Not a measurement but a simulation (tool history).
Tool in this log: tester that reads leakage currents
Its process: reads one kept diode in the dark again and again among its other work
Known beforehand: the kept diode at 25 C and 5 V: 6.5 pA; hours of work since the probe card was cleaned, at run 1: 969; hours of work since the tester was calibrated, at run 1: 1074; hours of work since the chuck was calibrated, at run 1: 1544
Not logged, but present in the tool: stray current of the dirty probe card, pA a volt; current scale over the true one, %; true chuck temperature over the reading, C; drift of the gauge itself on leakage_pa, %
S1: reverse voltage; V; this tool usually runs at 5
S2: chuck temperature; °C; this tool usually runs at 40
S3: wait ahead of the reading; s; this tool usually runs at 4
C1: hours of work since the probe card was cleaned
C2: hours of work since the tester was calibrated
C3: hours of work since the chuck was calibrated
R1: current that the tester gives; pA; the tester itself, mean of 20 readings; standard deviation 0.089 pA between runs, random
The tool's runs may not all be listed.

run	hour	S1	S2	S3	C1	C2	C3	R1
1	0	5	40	4	969	1074	1544	24.3
2	26.9	5	27	4	981	1086	1556	10.21
3	86.6	5	40	4	1008	1112	1583	24.47
4	130.4	5	40	4	1027	1132	1602	24.49
5	162.5	5	40	4	1041	1146	1616	24.24
6	212	5	40	4	1063	1168	1638	24.34
7	253.9	5	40	4	1082	1186	1657	24.32
8	304.8	5	40	4	1104	1209	1679	24.5
# hour 357.6: chuck's temperature calibrated
9	366.2	16.52	40	4	1130	1235	4	44.86
10	422	16.52	40	4	1155	1260	28	45.05
# hour 450.8: chuck's temperature calibrated, once more
11	476.4	5	40	4	1178	1283	11	28.92
12	528	5	28	1.49	1201	1306	34	13.27
13	581.4	5	28	1.49	1225	1329	58	13.15
14	607.6	1.7	49	3.46	1236	1341	69	33.41
15	668.8	1.7	49	3.46	1263	1368	96	33.19
16	717.5	2.62	47	0.37	1285	1390	118	35.61
17	773.3	5.41	51	0.55	1310	1414	143	66.85
18	800.7	4.64	51	1.16	1322	1426	155	61.6
19	847.1	7.46	41	0.34	1342	1447	175	39.95
20	907.2	17.89	53	9.52	1369	1473	202	137.27
21	950.6	5	58	1.46	1388	1493	221	104.98

Some steps in R1 between neighbouring runs. How much of each would the tool show without its hidden state too (settings, what came in, random variation), and how much is left for the hidden state, with any gauge scatter that isn't in both results?
Run 19 -> 20: S1 7.46 -> 17.89, S2 41 -> 53, S3 0.34 -> 9.52. R1 +97.32 pA: hidden state +9.33, all else +87.99.
Run 20 -> 21: S1 17.89 -> 5, S2 53 -> 58, S3 9.52 -> 1.46. R1 -32.29 pA: hidden state -12.49, all else -19.8.
